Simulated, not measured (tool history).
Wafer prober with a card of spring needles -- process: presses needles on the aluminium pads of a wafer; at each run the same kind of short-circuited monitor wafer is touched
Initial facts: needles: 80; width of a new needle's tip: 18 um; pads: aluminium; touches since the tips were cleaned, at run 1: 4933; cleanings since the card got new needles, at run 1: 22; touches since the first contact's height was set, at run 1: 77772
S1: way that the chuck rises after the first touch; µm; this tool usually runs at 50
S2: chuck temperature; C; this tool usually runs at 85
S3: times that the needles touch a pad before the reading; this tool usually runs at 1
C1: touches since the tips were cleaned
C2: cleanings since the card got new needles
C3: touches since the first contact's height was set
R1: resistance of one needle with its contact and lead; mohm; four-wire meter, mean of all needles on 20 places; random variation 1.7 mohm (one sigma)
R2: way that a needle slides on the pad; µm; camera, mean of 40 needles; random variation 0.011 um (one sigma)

Run 1, day 0.000: usual settings; C1 4933; C2 22; C3 77772. Result: R1 289 mohm, R2 10.20 µm.
At day 0.517: tips cleaned on abrasive film.
Run 2, day 0.517: usual settings but S3 2; C1 0; C2 23; C3 80790. Result: R1 279 mohm, R2 10.16 µm.
Run 3, day 1.404: usual settings; C1 5230; C2 23; C3 86020. Result: R1 306 mohm, R2 10.14 µm.
At day 1.883: tips cleaned on abrasive film.
Run 4, day 2.292: usual settings but S3 2; C1 2398; C2 24; C3 91231. Result: R1 231 mohm, R2 10.14 µm.
Run 5, day 2.829: usual settings but S2 40 C, S3 2; C1 5566; C2 24; C3 94399. Result: R1 243 mohm, R2 10.14 µm.
At day 3.254: tips cleaned on abrasive film.
Run 6, day 3.579: usual settings but S2 40 C, S3 2; C1 1908; C2 25; C3 98801. Result: R1 221 mohm, R2 10.11 µm.
Run 7, day 4.438: usual settings but S2 40 C, S3 2; C1 6957; C2 25; C3 103850. Result: R1 247 mohm, R2 10.13 µm.
At day 4.621: tips cleaned on abrasive film.
Run 8, day 5.004: usual settings but S2 40 C, S3 2; C1 2263; C2 26; C3 107172. Result: R1 224 mohm, R2 10.12 µm.
At day 5.588: tips cleaned on abrasive film, once more.
Run 9, day 5.767: usual settings but S2 40 C, S3 2; C1 1063; C2 27; C3 111655. Result: R1 199 mohm, R2 10.11 µm.
Run 10, day 6.683: usual settings but S2 40 C, S3 2; C1 6457; C2 27; C3 117049. Result: R1 244 mohm, R2 10.13 µm.
At day 6.929: tips cleaned on abrasive film.
Run 11, day 7.342: usual settings; C1 2414; C2 28; C3 120895. Result: R1 273 mohm, R2 10.09 µm.
Run 12, day 8.029: usual settings; C1 6479; C2 28; C3 124960. Result: R1 301 mohm, R2 10.09 µm.
At day 8.296: tips cleaned on abrasive film.
Run 13, day 8.621: usual settings; C1 1935; C2 29; C3 128432. Result: R1 266 mohm, R2 10.10 µm.
Run 14, day 9.288: usual settings; C1 5858; C2 29; C3 132355. Result: R1 305 mohm, R2 10.08 µm.
At day 9.388: height of the first contact set anew.
At day 9.675: tips cleaned on abrasive film.
Run 15, day 10.154: usual settings; C1 2805; C2 30; C3 4492. Result: R1 281 mohm, R2 10.30 µm.
Run 16, day 10.667: usual settings; C1 5835; C2 30; C3 7522. Result: R1 302 mohm, R2 10.32 µm.
At day 11.046: tips cleaned on abrasive film.
Run 17, day 11.275: usual settings; C1 1356; C2 31; C3 11083. Result: R1 248 mohm, R2 10.29 µm.
Run 18, day 11.692: usual settings but S1 37 µm, S2 40 C; C1 3810; C2 31; C3 13537. Result: R1 393 mohm, R2 7.61 µm.
Run 19, day 12.312: usual settings but S1 44 µm, S2 88 C; C1 7482; C2 31; C3 17209. Result: R1 342 mohm, R2 9.04 µm.
At day 12.392: tips cleaned on abrasive film.
Run 20, day 12.921: usual settings but S1 44 µm, S2 88 C; C1 3123; C2 32; C3 20768. Result: R1 311 mohm, R2 9.03 µm.
At day 13.742: tips cleaned on abrasive film.
Run 21, day 13.854: usual settings but S2 39 C, S3 2; C1 657; C2 33; C3 26241. Result: R1 188 mohm, R2 10.26 µm.
Run 22, day 14.408: usual settings but S1 31 µm, S2 47 C, S3 2; C1 3932; C2 33; C3 29516. Result: R1 364 mohm, R2 6.35 µm.
At day 15.092: tips cleaned on abrasive film.
Run 23, day 15.150: usual settings but S1 31 µm, S2 47 C, S3 2; C1 345; C2 34; C3 33865. Result: R1 217 mohm, R2 6.33 µm.
Run 24, day 16.025: usual settings but S1 39 µm, S2 47 C; C1 5488; C2 34; C3 39008. Result: R1 385 mohm, R2 7.98 µm.
At day 16.450: tips cleaned on abrasive film.
Run 25, day 16.571: usual settings but S1 39 µm, S2 30 C, S3 2; C1 708; C2 35; C3 42208. Result: R1 222 mohm, R2 7.97 µm.
Run 26, day 17.283: usual settings but S1 55 µm, S2 40 C, S3 2; C1 4896; C2 35; C3 46396. Result: R1 229 mohm, R2 11.25 µm.
At day 17.792: tips cleaned on abrasive film.
Run 27, day 18.021: usual settings but S1 55 µm, S2 40 C, S3 2; C1 1361; C2 36; C3 50741. Result: R1 202 mohm, R2 11.26 µm.
Run 28, day 18.721: usual settings but S1 55 µm, S2 71 C, S3 2; C1 5475; C2 36; C3 54855. Result: R1 228 mohm, R2 11.26 µm.
At day 19.158: tips cleaned on abrasive film.
Run 29, day 19.471: usual settings but S2 125 C; C1 1855; C2 37; C3 59253. Result: R1 264 mohm, R2 10.21 µm.
Run 30, day 20.358: usual settings but S1 32 µm, S2 125 C; C1 7081; C2 37; C3 64479. Result: R1 488 mohm, R2 6.50 µm.
At day 20.529: tips cleaned on abrasive film.
Run 31, day 20.892: usual settings but S1 36 µm, S2 39 C, S3 2; C1 2138; C2 38; C3 67613. Result: R1 290 mohm, R2 7.31 µm.
Run 32, day 21.583: usual settings but S2 69 C, S3 3; C1 6212; C2 38; C3 71687. Result: R1 213 mohm, R2 10.20 µm.
At day 21.917: tips cleaned on abrasive film.
Run 33, day 22.221: usual settings but S1 36 µm, S2 45 C, S3 3; C1 1790; C2 39; C3 75414. Result: R1 232 mohm, R2 7.28 µm.
Run 34, day 22.867: usual settings but S1 33 µm; C1 5591; C2 39; C3 79215. Result: R1 472 mohm, R2 6.68 µm.

Predict each of these 3 candidate next runs independently; none follows another, all start after run 34:
At day 23.300: tips cleaned on abrasive film.
Run A, day 23.725: usual settings but S1 45 µm; C1 2528; C2 40; C3 84270. Result: R1 ?, R2 ?.
At day 23.300: tips cleaned on abrasive film.
Run B, day 23.725: usual settings but S1 31 µm; C1 2528; C2 40; C3 84270. Result: R1 ?, R2 ?.
At day 23.300: tips cleaned on abrasive film.
Run C, day 23.725: usual settings but S1 31 µm; C1 2528; C2 40; C3 84270. Result: R1 ?, R2 ?.

run   R1    R2
  A  298  9.15
  B  452  6.25
  C  451  6.25
Take away the tool's hidden state, keep each run's random variation, and the runs would have read:
run   R1    R2
  A  165  9.30
  B  179  6.40
  C  177  6.40
